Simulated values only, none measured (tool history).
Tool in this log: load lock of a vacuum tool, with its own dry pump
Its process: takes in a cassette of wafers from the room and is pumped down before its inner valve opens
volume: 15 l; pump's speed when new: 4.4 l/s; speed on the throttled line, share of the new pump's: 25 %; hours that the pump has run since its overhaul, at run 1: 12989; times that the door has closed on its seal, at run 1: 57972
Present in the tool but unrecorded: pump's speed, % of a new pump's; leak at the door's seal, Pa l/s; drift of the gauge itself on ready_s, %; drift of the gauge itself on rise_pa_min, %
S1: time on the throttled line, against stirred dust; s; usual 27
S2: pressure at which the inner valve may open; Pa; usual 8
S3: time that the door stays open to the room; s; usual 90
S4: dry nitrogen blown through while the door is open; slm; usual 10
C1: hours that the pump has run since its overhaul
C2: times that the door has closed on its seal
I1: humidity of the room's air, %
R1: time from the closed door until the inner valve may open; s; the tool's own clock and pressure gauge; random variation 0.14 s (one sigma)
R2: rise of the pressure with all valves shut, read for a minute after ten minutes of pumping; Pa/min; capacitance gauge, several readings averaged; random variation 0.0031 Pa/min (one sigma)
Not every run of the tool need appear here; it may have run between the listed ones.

| run | day | S1 | S2 | S3 | S4 | C1 | C2 | I1 | R1 | R2 |
|---|---|---|---|---|---|---|---|---|---|---|
| 1 | 0.000 | 27 | 8 | 90 | 10 | 12989 | 57972 | 44.5 | 55.7 | 0.426 |
|  | 5.650 | dry pump taken out, an overhauled one fitted |
| 2 | 13.079 | 27 | 8 | 90 | 10 | 178 | 59445 | 44.2 | 52.6 | 0.428 |
| 3 | 20.967 | 27 | 8 | 115 | 10 | 368 | 60352 | 48.0 | 53.1 | 0.445 |
| 4 | 30.825 | 45 | 8 | 90 | 10 | 604 | 61484 | 44.4 | 66.4 | 0.455 |
| 5 | 43.612 | 27 | 8 | 90 | 10 | 911 | 62953 | 48.1 | 53.1 | 0.481 |
| 6 | 51.112 | 27 | 13 | 90 | 10 | 1091 | 63814 | 47.4 | 51.2 | 0.475 |
| 7 | 60.808 | 27 | 8 | 90 | 10 | 1324 | 64928 | 44.2 | 53.0 | 0.496 |
| 8 | 67.321 | 27 | 8 | 90 | 10 | 1480 | 65676 | 45.8 | 53.1 | 0.490 |
| 9 | 74.454 | 27 | 10 | 136 | 14 | 1651 | 66496 | 45.4 | 52.2 | 0.516 |
|  | 79.346 | door's seal changed, seat wiped |
| 10 | 83.833 | 22 | 8 | 136 | 10 | 1875 | 515 | 45.4 | 49.6 | 0.099 |
| 11 | 90.621 | 17 | 8 | 185 | 26 | 2038 | 1295 | 44.5 | 45.8 | 0.075 |
| 12 | 98.883 | 17 | 8 | 185 | 26 | 2236 | 2245 | 41.6 | 45.9 | 0.080 |
| 13 | 106.217 | 17 | 8 | 185 | 26 | 2412 | 3087 | 47.2 | 46.1 | 0.091 |

Subtracting, for every run, the result it would have given without the tool's unlogged condition from the measured result gives the following. The same run-to-run variation enters both numbers; the gauge's scatter may not:
| run | R1 | R2 |
|---|---|---|
| 1 | +2.8 | +0.338 |
| 2 | -0.1 | +0.347 |
| 3 | -0.1 | +0.348 |
| 4 | +0.0 | +0.370 |
| 5 | +0.1 | +0.386 |
| 6 | +0.1 | +0.386 |
| 7 | +0.1 | +0.409 |
| 8 | +0.1 | +0.409 |
| 9 | +0.2 | +0.422 |
| 10 | +0.3 | -0.001 |
| 11 | +0.4 | +0.002 |
| 12 | +0.4 | +0.004 |
| 13 | +0.4 | +0.006 |
